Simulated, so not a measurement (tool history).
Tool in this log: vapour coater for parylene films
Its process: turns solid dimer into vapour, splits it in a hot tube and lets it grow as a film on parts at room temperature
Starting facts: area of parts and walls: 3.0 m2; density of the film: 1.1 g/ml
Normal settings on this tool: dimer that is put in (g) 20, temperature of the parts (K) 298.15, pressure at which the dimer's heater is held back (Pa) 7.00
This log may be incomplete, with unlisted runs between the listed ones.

| run | hour | dimer that is put in (g) | temperature of the parts (K) | pressure at which the dimer's heater is held back (Pa) | thickness of the film (µm) |
|---|---|---|---|---|---|
| 1 | 0.0 | 20 | 298.15 | 7.00 | 4.28 |
| 2 | 25.5 | 20 | 298.15 | 7.00 | 4.26 |
| 3 | 59.8 | 20 | 298.15 | 4.39 | 4.58 |
| 4 | 84.2 | 20 | 298.15 | 4.39 | 4.57 |
| 5 | 115.1 | 20 | 298.15 | 7.00 | 4.27 |
| 6 | 160.2 | 20 | 298.15 | 7.00 | 4.28 |
| 7 | 194.1 | 20 | 298.15 | 6.33 | 4.38 |
| 8 | 225.6 | 20 | 298.15 | 7.00 | 4.28 |
| 9 | 256.1 | 20 | 298.15 | 7.00 | 4.31 |
| 10 | 298.7 | 28 | 291.15 | 8.12 | 7.57 |
| 11 | 325.2 | 28 | 291.15 | 8.12 | 7.54 |
| 12 | 360.2 | 11 | 298.15 | 5.30 | 2.46 |
| 13 | 391.5 | 16 | 303.15 | 4.98 | 3.07 |
| 14 | 413.4 | 31 | 303.15 | 4.98 | 5.89 |
|  | 456.4 | trap's valve overhauled |
| 15 | 466.8 | 31 | 303.15 | 4.98 | 5.93 |
| 16 | 512.8 | 11 | 296.15 | 7.00 | 2.54 |
|  | 533.9 | table's thermometer calibrated |
| 17 | 549.4 | 11 | 306.15 | 2.05 | 2.17 |

Predict each of these 3 candidate next runs independently; none follows another, all start after run 17:
| A | 591.3 | 21 | 292.15 | 2.05 | ? |
| B | 591.3 | 10 | 298.15 | 7.00 | ? |
| C | 591.3 | 20 | 300.15 | 7.00 | ? |

| run | thickness of the film (µm) |
|---|---|
| A | 6.31 |
| B | 2.18 |
| C | 4.04 |
With the hidden condition removed and each run's random variation left untouched, the same runs would have given:
| run | thickness of the film (µm) |
|---|---|
| A | 6.24 |
| B | 2.15 |
| C | 4.00 |
